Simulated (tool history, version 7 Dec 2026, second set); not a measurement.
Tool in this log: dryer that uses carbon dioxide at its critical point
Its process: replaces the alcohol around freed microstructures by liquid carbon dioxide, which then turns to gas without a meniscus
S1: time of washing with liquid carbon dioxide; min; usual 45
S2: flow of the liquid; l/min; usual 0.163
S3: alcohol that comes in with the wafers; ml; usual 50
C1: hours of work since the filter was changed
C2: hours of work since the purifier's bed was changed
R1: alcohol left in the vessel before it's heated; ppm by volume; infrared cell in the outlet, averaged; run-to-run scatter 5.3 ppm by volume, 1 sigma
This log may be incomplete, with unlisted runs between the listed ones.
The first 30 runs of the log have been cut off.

run,hour,S1,S2,S3,C1,C2,R1
31,1472.0,64,0.240,50,555,741,188
32,1515.9,64,0.203,21,580,767,183
# hour 1551.6: inlet filter changed
33,1558.5,30,0.144,48,4,791,1515
# hour 1591.3: purifier's bed changed
34,1615.1,30,0.144,48,35,14,1350
35,1663.1,40,0.163,49,63,42,249
36,1714.1,45,0.167,118,93,71,281
37,1765.5,39,0.099,29,122,101,1256
38,1804.5,38,0.099,29,145,124,1354
39,1866.4,63,0.099,66,181,160,450
40,1923.3,36,0.224,50,214,193,138
41,1978.4,36,0.224,50,246,225,142
42,2013.7,53,0.163,36,266,245,104
43,2068.7,53,0.163,36,298,277,108
44,2115.0,53,0.163,36,325,304,115
45,2176.8,53,0.163,36,361,340,142
46,2219.6,53,0.163,36,386,365,139

Branching from run 46: 4 alternative next runs. What would each branch give?
A,2286.6,45,0.163,36,425,403,?
B,2286.6,41,0.163,50,425,403,?
C,2286.6,46,0.157,50,425,403,?
D,2286.6,63,0.222,33,425,403,?

run,R1
A,235
B,391
C,303
D,104
The same runs, with their run-to-run variation unchanged, on a tool lacking any hidden condition would have given:
run,R1
A,92
B,202
C,140
D,3
